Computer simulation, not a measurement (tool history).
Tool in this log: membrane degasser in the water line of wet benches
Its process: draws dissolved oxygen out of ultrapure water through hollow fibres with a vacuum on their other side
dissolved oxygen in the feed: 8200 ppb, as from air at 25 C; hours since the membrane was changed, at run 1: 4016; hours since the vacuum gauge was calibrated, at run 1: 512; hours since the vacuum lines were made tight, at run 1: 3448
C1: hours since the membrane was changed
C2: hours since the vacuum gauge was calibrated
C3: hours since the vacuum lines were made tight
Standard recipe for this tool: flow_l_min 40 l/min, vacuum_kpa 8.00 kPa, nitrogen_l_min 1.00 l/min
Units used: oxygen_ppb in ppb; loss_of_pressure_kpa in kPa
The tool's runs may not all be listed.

{"run": 1, "hour": 0.0, "flow_l_min": 40, "vacuum_kpa": 8.0, "nitrogen_l_min": 1.0, "C1": 4016, "C2": 512, "C3": 3448, "oxygen_ppb": 374.6, "loss_of_pressure_kpa": 39.59}
{"run": 2, "hour": 117.9, "flow_l_min": 40, "vacuum_kpa": 8.0, "nitrogen_l_min": 1.0, "C1": 4134, "C2": 630, "C3": 3566, "oxygen_ppb": 370.0, "loss_of_pressure_kpa": 39.68}
{"run": 3, "hour": 192.8, "flow_l_min": 40, "vacuum_kpa": 8.0, "nitrogen_l_min": 1.0, "C1": 4209, "C2": 705, "C3": 3641, "oxygen_ppb": 367.0, "loss_of_pressure_kpa": 39.78}
{"run": 4, "hour": 270.6, "flow_l_min": 35, "vacuum_kpa": 8.0, "nitrogen_l_min": 1.0, "C1": 4287, "C2": 783, "C3": 3719, "oxygen_ppb": 337.7, "loss_of_pressure_kpa": 35.05}
{"run": 5, "hour": 355.6, "flow_l_min": 35, "vacuum_kpa": 8.0, "nitrogen_l_min": 1.0, "C1": 4372, "C2": 868, "C3": 3804, "oxygen_ppb": 339.2, "loss_of_pressure_kpa": 34.57}
{"run": 6, "hour": 427.4, "flow_l_min": 35, "vacuum_kpa": 8.0, "nitrogen_l_min": 1.0, "C1": 4444, "C2": 939, "C3": 3875, "oxygen_ppb": 328.9, "loss_of_pressure_kpa": 34.5}
{"run": 7, "hour": 496.2, "flow_l_min": 35, "vacuum_kpa": 8.0, "nitrogen_l_min": 1.0, "C1": 4512, "C2": 1008, "C3": 3944, "oxygen_ppb": 339.4, "loss_of_pressure_kpa": 34.47}
{"run": 8, "hour": 612.5, "flow_l_min": 35, "vacuum_kpa": 8.0, "nitrogen_l_min": 1.0, "C1": 4629, "C2": 1124, "C3": 4061, "oxygen_ppb": 338.3, "loss_of_pressure_kpa": 34.81}
{"run": 9, "hour": 669.3, "flow_l_min": 40, "vacuum_kpa": 8.0, "nitrogen_l_min": 1.0, "C1": 4686, "C2": 1181, "C3": 4117, "oxygen_ppb": 374.1, "loss_of_pressure_kpa": 39.61}
{"run": 10, "hour": 726.1, "flow_l_min": 40, "vacuum_kpa": 8.0, "nitrogen_l_min": 2.55, "C1": 4742, "C2": 1238, "C3": 4174, "oxygen_ppb": 174.0, "loss_of_pressure_kpa": 39.57}
{"run": 11, "hour": 805.0, "flow_l_min": 40, "vacuum_kpa": 8.0, "nitrogen_l_min": 2.55, "C1": 4821, "C2": 1317, "C3": 4253, "oxygen_ppb": 173.3, "loss_of_pressure_kpa": 39.67}
{"run": 12, "hour": 912.6, "flow_l_min": 40, "vacuum_kpa": 8.0, "nitrogen_l_min": 2.55, "C1": 4929, "C2": 1425, "C3": 4361, "oxygen_ppb": 171.2, "loss_of_pressure_kpa": 39.61}
{"run": 13, "hour": 1036.7, "flow_l_min": 40, "vacuum_kpa": 8.0, "nitrogen_l_min": 0.52, "C1": 5053, "C2": 1549, "C3": 4485, "oxygen_ppb": 587.4, "loss_of_pressure_kpa": 39.35}
{"run": 14, "hour": 1145.5, "flow_l_min": 40, "vacuum_kpa": 8.0, "nitrogen_l_min": 1.0, "C1": 5162, "C2": 1657, "C3": 4594, "oxygen_ppb": 375.1, "loss_of_pressure_kpa": 39.13}
{"run": 15, "hour": 1248.9, "flow_l_min": 40, "vacuum_kpa": 8.0, "nitrogen_l_min": 1.0, "C1": 5265, "C2": 1761, "C3": 4697, "oxygen_ppb": 373.8, "loss_of_pressure_kpa": 39.61}
{"run": 16, "hour": 1366.2, "flow_l_min": 40, "vacuum_kpa": 8.0, "nitrogen_l_min": 1.0, "C1": 5382, "C2": 1878, "C3": 4814, "oxygen_ppb": 376.9, "loss_of_pressure_kpa": 39.42}
{"run": 17, "hour": 1419.5, "flow_l_min": 40, "vacuum_kpa": 7.54, "nitrogen_l_min": 1.0, "C1": 5436, "C2": 1931, "C3": 4868, "oxygen_ppb": 334.3, "loss_of_pressure_kpa": 39.26}
{"run": 18, "hour": 1537.4, "flow_l_min": 61, "vacuum_kpa": 5.16, "nitrogen_l_min": 0.68, "C1": 5554, "C2": 2049, "C3": 4985, "oxygen_ppb": 320.9, "loss_of_pressure_kpa": 59.5}
{"run": 19, "hour": 1630.3, "flow_l_min": 33, "vacuum_kpa": 5.74, "nitrogen_l_min": 1.93, "C1": 5647, "C2": 2142, "C3": 5078, "oxygen_ppb": 99.5, "loss_of_pressure_kpa": 32.04}
{"run": 20, "hour": 1709.5, "flow_l_min": 53, "vacuum_kpa": 14.67, "nitrogen_l_min": 1.0, "C1": 5726, "C2": 2221, "C3": 5158, "oxygen_ppb": 1039.4, "loss_of_pressure_kpa": 51.71}
{"run": 21, "hour": 1804.2, "flow_l_min": 53, "vacuum_kpa": 14.67, "nitrogen_l_min": 1.0, "C1": 5821, "C2": 2316, "C3": 5252, "oxygen_ppb": 1066.8, "loss_of_pressure_kpa": 51.81}
{"run": 22, "hour": 1921.4, "flow_l_min": 53, "vacuum_kpa": 14.67, "nitrogen_l_min": 1.0, "C1": 5938, "C2": 2433, "C3": 5369, "oxygen_ppb": 1059.6, "loss_of_pressure_kpa": 51.97}
{"run": 23, "hour": 2036.8, "flow_l_min": 53, "vacuum_kpa": 14.67, "nitrogen_l_min": 0.94, "C1": 6053, "C2": 2549, "C3": 5485, "oxygen_ppb": 1075.9, "loss_of_pressure_kpa": 51.82}
{"run": 24, "hour": 2145.8, "flow_l_min": 31, "vacuum_kpa": 12.17, "nitrogen_l_min": 0.42, "C1": 6162, "C2": 2658, "C3": 5594, "oxygen_ppb": 1033.1, "loss_of_pressure_kpa": 30.33}
{"run": 25, "hour": 2252.6, "flow_l_min": 40, "vacuum_kpa": 11.13, "nitrogen_l_min": 0.54, "C1": 6269, "C2": 2765, "C3": 5701, "oxygen_ppb": 935.1, "loss_of_pressure_kpa": 38.38}
{"run": 26, "hour": 2312.7, "flow_l_min": 37, "vacuum_kpa": 17.33, "nitrogen_l_min": 0.47, "C1": 6329, "C2": 2825, "C3": 5761, "oxygen_ppb": 1597.3, "loss_of_pressure_kpa": 36.18}
{"run": 27, "hour": 2420.0, "flow_l_min": 37, "vacuum_kpa": 17.33, "nitrogen_l_min": 0.47, "C1": 6436, "C2": 2932, "C3": 5868, "oxygen_ppb": 1600.7, "loss_of_pressure_kpa": 36.41}
{"run": 28, "hour": 2504.7, "flow_l_min": 48, "vacuum_kpa": 9.31, "nitrogen_l_min": 0.47, "C1": 6521, "C2": 3017, "C3": 5953, "oxygen_ppb": 897.4, "loss_of_pressure_kpa": 46.39}
{"run": 29, "hour": 2615.0, "flow_l_min": 48, "vacuum_kpa": 9.31, "nitrogen_l_min": 0.47, "C1": 6631, "C2": 3127, "C3": 6063, "oxygen_ppb": 902.9, "loss_of_pressure_kpa": 46.72}
{"run": 30, "hour": 2692.0, "flow_l_min": 26, "vacuum_kpa": 17.96, "nitrogen_l_min": 0.47, "C1": 6708, "C2": 3204, "C3": 6140, "oxygen_ppb": 1306.4, "loss_of_pressure_kpa": 25.23}
{"run": 31, "hour": 2781.5, "flow_l_min": 37, "vacuum_kpa": 11.1, "nitrogen_l_min": 0.4, "C1": 6798, "C2": 3293, "C3": 6230, "oxygen_ppb": 1050.9, "loss_of_pressure_kpa": 35.58}
{"run": 32, "hour": 2900.3, "flow_l_min": 27, "vacuum_kpa": 15.83, "nitrogen_l_min": 1.0, "C1": 6917, "C2": 3412, "C3": 6348, "oxygen_ppb": 674.1, "loss_of_pressure_kpa": 26.14}

Pick out some run-to-run changes in loss_of_pressure_kpa. Of each, how much would a tool without hidden state show as well, from the settings, what came in and chance, and how much is left for the hidden state and any gauge scatter not in both results compared?
The tool's hidden condition here consists of: membrane still open, %; true pressure behind the membrane over the reading, kPa; air that leaks in behind the membrane, l/min; drift of the gauge itself on oxygen_ppb, %; drift of the gauge itself on loss_of_pressure_kpa, %.
Run 18 -> 19: flow_l_min 61 -> 33, vacuum_kpa 5.16 -> 5.74, nitrogen_l_min 0.68 -> 1.93. loss_of_pressure_kpa -27.46 kPa: hidden state +0.31, all else -27.77.
Run 23 -> 24: flow_l_min 53 -> 31, vacuum_kpa 14.67 -> 12.17, nitrogen_l_min 0.94 -> 0.42. loss_of_pressure_kpa -21.49 kPa: hidden state +0.31, all else -21.80.
Run 29 -> 30: flow_l_min 48 -> 26, vacuum_kpa 9.31 -> 17.96. loss_of_pressure_kpa -21.49 kPa: hidden state +0.43, all else -21.92.
